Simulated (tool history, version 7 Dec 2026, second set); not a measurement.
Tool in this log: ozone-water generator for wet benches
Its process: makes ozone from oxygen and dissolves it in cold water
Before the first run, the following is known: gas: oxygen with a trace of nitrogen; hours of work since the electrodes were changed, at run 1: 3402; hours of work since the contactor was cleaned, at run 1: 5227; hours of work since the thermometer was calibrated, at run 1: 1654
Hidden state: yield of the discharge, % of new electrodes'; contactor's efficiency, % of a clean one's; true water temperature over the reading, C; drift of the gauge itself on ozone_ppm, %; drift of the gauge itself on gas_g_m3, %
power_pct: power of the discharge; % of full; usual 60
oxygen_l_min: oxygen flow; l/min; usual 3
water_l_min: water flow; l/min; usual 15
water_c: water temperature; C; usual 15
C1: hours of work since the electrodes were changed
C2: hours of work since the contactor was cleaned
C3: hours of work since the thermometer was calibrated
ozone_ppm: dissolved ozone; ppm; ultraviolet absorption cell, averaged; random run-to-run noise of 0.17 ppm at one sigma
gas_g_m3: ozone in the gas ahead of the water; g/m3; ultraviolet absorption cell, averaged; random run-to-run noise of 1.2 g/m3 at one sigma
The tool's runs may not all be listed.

run 1 hour=0 | power_pct=60 oxygen_l_min=3 water_l_min=15 water_c=15 | C1=3402 C2=5227 C3=1654 | ozone_ppm=22 gas_g_m3=217.1
run 2 hour=76 | power_pct=48 oxygen_l_min=3 water_l_min=15 water_c=15 | C1=3475 C2=5300 C3=1726 | ozone_ppm=18.7 gas_g_m3=183
run 3 hour=129.2 | power_pct=60 oxygen_l_min=3 water_l_min=20 water_c=15 | C1=3526 C2=5351 C3=1777 | ozone_ppm=17.2 gas_g_m3=220.5
run 4 hour=201.6 | power_pct=60 oxygen_l_min=3 water_l_min=15 water_c=16 | C1=3595 C2=5420 C3=1846 | ozone_ppm=21.9 gas_g_m3=219.5
run 5 hour=279.8 | power_pct=60 oxygen_l_min=3 water_l_min=15 water_c=16 | C1=3669 C2=5494 C3=1921 | ozone_ppm=21.7 gas_g_m3=218.5
run 6 hour=343.6 | power_pct=60 oxygen_l_min=3 water_l_min=15 water_c=22 | C1=3730 C2=5555 C3=1982 | ozone_ppm=20.3 gas_g_m3=221
run 7 hour=402.7 | power_pct=60 oxygen_l_min=3 water_l_min=15 water_c=15 | C1=3787 C2=5612 C3=2038 | ozone_ppm=22.2 gas_g_m3=221.2
run 8 hour=466.9 | power_pct=60 oxygen_l_min=3 water_l_min=15 water_c=15 | C1=3848 C2=5673 C3=2100 | ozone_ppm=22.3 gas_g_m3=220.1
-- hour=503.2 contactor cleaned
run 9 hour=543.8 | power_pct=60 oxygen_l_min=3 water_l_min=15 water_c=15 | C1=3918 C2=39 C3=2169 | ozone_ppm=22 gas_g_m3=220
run 10 hour=607 | power_pct=79 oxygen_l_min=3 water_l_min=17 water_c=15 | C1=3978 C2=99 C3=2230 | ozone_ppm=24.6 gas_g_m3=272.4
run 11 hour=667.5 | power_pct=79 oxygen_l_min=3 water_l_min=17 water_c=15 | C1=4036 C2=157 C3=2288 | ozone_ppm=24.6 gas_g_m3=274.2
run 12 hour=765.8 | power_pct=42 oxygen_l_min=5.32 water_l_min=18 water_c=20 | C1=4130 C2=251 C3=2381 | ozone_ppm=13.4 gas_g_m3=120.1
run 13 hour=824.2 | power_pct=42 oxygen_l_min=5.32 water_l_min=18 water_c=20 | C1=4186 C2=307 C3=2437 | ozone_ppm=13.6 gas_g_m3=119.8
run 14 hour=905.4 | power_pct=42 oxygen_l_min=5.32 water_l_min=18 water_c=20 | C1=4263 C2=384 C3=2515 | ozone_ppm=13.6 gas_g_m3=121
run 15 hour=987.8 | power_pct=52 oxygen_l_min=3 water_l_min=15 water_c=15 | C1=4342 C2=463 C3=2593 | ozone_ppm=19.7 gas_g_m3=195.4
run 16 hour=1077.7 | power_pct=52 oxygen_l_min=3 water_l_min=15 water_c=15 | C1=4428 C2=549 C3=2679 | ozone_ppm=19.8 gas_g_m3=194.1
run 17 hour=1140.7 | power_pct=60 oxygen_l_min=3.07 water_l_min=15 water_c=15 | C1=4488 C2=609 C3=2740 | ozone_ppm=22.1 gas_g_m3=217.3

Branching from run 17: 4 alternative next runs. What would each branch give?
run A hour=1196.8 | power_pct=41 oxygen_l_min=3.07 water_l_min=19 water_c=11 | C1=4542 C2=663 C3=2793 | ozone_ppm=? gas_g_m3=?
run B hour=1196.8 | power_pct=87 oxygen_l_min=3 water_l_min=11 water_c=15 | C1=4542 C2=663 C3=2793 | ozone_ppm=? gas_g_m3=?
run C hour=1196.8 | power_pct=60 oxygen_l_min=2 water_l_min=14 water_c=18 | C1=4542 C2=663 C3=2793 | ozone_ppm=? gas_g_m3=?
run D hour=1196.8 | power_pct=71 oxygen_l_min=2.34 water_l_min=19 water_c=15 | C1=4542 C2=663 C3=2793 | ozone_ppm=? gas_g_m3=?

run=A ozone_ppm=13.8 gas_g_m3=159.1
run=B ozone_ppm=38.6 gas_g_m3=297.1
run=C ozone_ppm=21.6 gas_g_m3=275.8
run=D ozone_ppm=19.6 gas_g_m3=289.1
The same runs, with their run-to-run variation unchanged, on a tool lacking any hidden condition would have given:
run=A ozone_ppm=13.8 gas_g_m3=159.2
run=B ozone_ppm=38.6 gas_g_m3=297.6
run=C ozone_ppm=21.6 gas_g_m3=276.1
run=D ozone_ppm=19.7 gas_g_m3=289.4
